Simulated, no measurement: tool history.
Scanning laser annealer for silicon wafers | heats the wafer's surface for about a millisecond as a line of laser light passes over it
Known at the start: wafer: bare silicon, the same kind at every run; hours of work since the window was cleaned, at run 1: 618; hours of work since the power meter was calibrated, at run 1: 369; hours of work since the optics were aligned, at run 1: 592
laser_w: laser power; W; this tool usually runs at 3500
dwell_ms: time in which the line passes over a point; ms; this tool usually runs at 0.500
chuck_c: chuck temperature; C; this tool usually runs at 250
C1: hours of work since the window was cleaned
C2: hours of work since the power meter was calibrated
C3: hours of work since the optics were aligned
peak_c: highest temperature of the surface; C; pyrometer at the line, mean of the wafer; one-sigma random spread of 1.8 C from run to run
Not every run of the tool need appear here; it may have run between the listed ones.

{"run": 1, "hour": 0.0, "laser_w": 3500, "dwell_ms": 0.5, "chuck_c": 250, "C1": 618, "C2": 369, "C3": 592, "peak_c": 988}
{"run": 2, "hour": 8.0, "laser_w": 3500, "dwell_ms": 0.5, "chuck_c": 250, "C1": 623, "C2": 375, "C3": 597, "peak_c": 984}
{"run": 3, "hour": 21.0, "laser_w": 3500, "dwell_ms": 0.5, "chuck_c": 250, "C1": 632, "C2": 383, "C3": 606, "peak_c": 983}
{"run": 4, "hour": 28.6, "laser_w": 3500, "dwell_ms": 0.5, "chuck_c": 234, "C1": 637, "C2": 389, "C3": 611, "peak_c": 969}
{"run": 5, "hour": 39.6, "laser_w": 3500, "dwell_ms": 0.5, "chuck_c": 234, "C1": 644, "C2": 396, "C3": 618, "peak_c": 965}
{"run": 6, "hour": 48.2, "laser_w": 3500, "dwell_ms": 0.5, "chuck_c": 234, "C1": 650, "C2": 402, "C3": 624, "peak_c": 968}
{"run": 7, "hour": 59.8, "laser_w": 3500, "dwell_ms": 0.5, "chuck_c": 250, "C1": 658, "C2": 409, "C3": 632, "peak_c": 980}
{"run": 8, "hour": 72.5, "laser_w": 3500, "dwell_ms": 0.5, "chuck_c": 250, "C1": 666, "C2": 418, "C3": 640, "peak_c": 984}
{"run": 9, "hour": 79.6, "laser_w": 3500, "dwell_ms": 0.5, "chuck_c": 250, "C1": 671, "C2": 423, "C3": 645, "peak_c": 980}
{"run": 10, "hour": 91.1, "laser_w": 3145, "dwell_ms": 0.355, "chuck_c": 247, "C1": 679, "C2": 430, "C3": 653, "peak_c": 785}
{"run": 11, "hour": 102.7, "laser_w": 3180, "dwell_ms": 0.431, "chuck_c": 268, "C1": 687, "C2": 438, "C3": 661, "peak_c": 874}
{"hour": 108.9, "done": "optics aligned, line set to its width"}
{"run": 12, "hour": 116.2, "laser_w": 3470, "dwell_ms": 0.379, "chuck_c": 284, "C1": 692, "C2": 444, "C3": 5, "peak_c": 903}
{"run": 13, "hour": 125.5, "laser_w": 3500, "dwell_ms": 0.481, "chuck_c": 257, "C1": 699, "C2": 450, "C3": 11, "peak_c": 967}
{"run": 14, "hour": 136.3, "laser_w": 3500, "dwell_ms": 0.481, "chuck_c": 257, "C1": 706, "C2": 457, "C3": 18, "peak_c": 966}
{"run": 15, "hour": 150.1, "laser_w": 3500, "dwell_ms": 0.548, "chuck_c": 255, "C1": 715, "C2": 467, "C3": 28, "peak_c": 1024}
{"run": 16, "hour": 156.9, "laser_w": 3102, "dwell_ms": 0.548, "chuck_c": 255, "C1": 720, "C2": 471, "C3": 32, "peak_c": 927}
{"run": 17, "hour": 164.0, "laser_w": 3102, "dwell_ms": 0.548, "chuck_c": 255, "C1": 724, "C2": 476, "C3": 37, "peak_c": 927}

Some steps in peak_c between neighbouring runs. How much of each would the tool show without its hidden state too (settings, what came in, random variation), and how much is left for the hidden state, with any gauge scatter that isn't in both results?
The tool's hidden condition here consists of: light that passes the window, % of a clean one's; laser's true power over the reading, %; width of the line over the set one, %; drift of the gauge itself on peak_c, C.
Run 9 -> 10: laser_w 3500 -> 3145, dwell_ms 0.500 -> 0.355, chuck_c 250 -> 247. peak_c -195 C: hidden state +12, all else -207.
